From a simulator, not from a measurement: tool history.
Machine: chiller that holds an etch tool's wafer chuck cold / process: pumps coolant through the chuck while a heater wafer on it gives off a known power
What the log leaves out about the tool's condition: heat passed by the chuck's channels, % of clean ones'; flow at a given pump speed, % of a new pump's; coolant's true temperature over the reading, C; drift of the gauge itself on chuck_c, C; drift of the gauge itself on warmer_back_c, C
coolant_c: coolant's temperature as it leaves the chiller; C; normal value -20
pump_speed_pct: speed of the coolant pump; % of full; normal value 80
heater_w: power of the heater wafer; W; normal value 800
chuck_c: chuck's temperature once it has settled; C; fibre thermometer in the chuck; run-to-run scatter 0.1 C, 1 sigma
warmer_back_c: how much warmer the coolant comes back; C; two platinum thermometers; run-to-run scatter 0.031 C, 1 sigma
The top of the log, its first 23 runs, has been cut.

run	day	coolant_c	pump_speed_pct	heater_w	hours since the coolant was changed and the channels were flushed	hours since the pump was overhauled	hours since the chiller's thermometer was calibrated	chuck_c	warmer_back_c
24	98.150	-16	74	631	3818	5250	3634	-7.7	2.36
25	101.908	-16	74	631	3908	5340	3725	-7.6	2.33
26	107.646	-16	80	800	4046	5478	3862	-5.8	2.74
27	112.329	-16	80	800	4159	5590	3975	-5.7	2.74
28	117.262	-25	80	728	4277	5709	4093	-15.7	2.54
29	120.917	-25	80	728	4365	5796	4181	-15.7	2.49
30	125.988	-20	70	603	4486	5918	4303	-11.9	2.35
31	128.862	-27	80	800	4555	5987	4372	-16.8	2.73
32	132.492	-27	80	800	4642	6074	4459	-16.8	2.73

Each row is a separate what-if for the run after 32, all from the same tool condition, not one after another. Results?
A	135.442	-17	76	712	4713	6145	4530	?	?
B	135.442	-27	80	818	4713	6145	4530	?	?
C	135.442	-20	91	800	4713	6145	4530	?	?
D	135.442	-20	88	408	4713	6145	4530	?	?

run	chuck_c	warmer_back_c
A	-7.5	2.55
B	-16.7	2.86
C	-10.5	2.46
D	-15.1	1.25
With no hidden state in the tool, these same runs would have given:
run	chuck_c	warmer_back_c
A	-7.5	2.55
B	-16.7	2.86
C	-10.6	2.46
D	-15.1	1.25
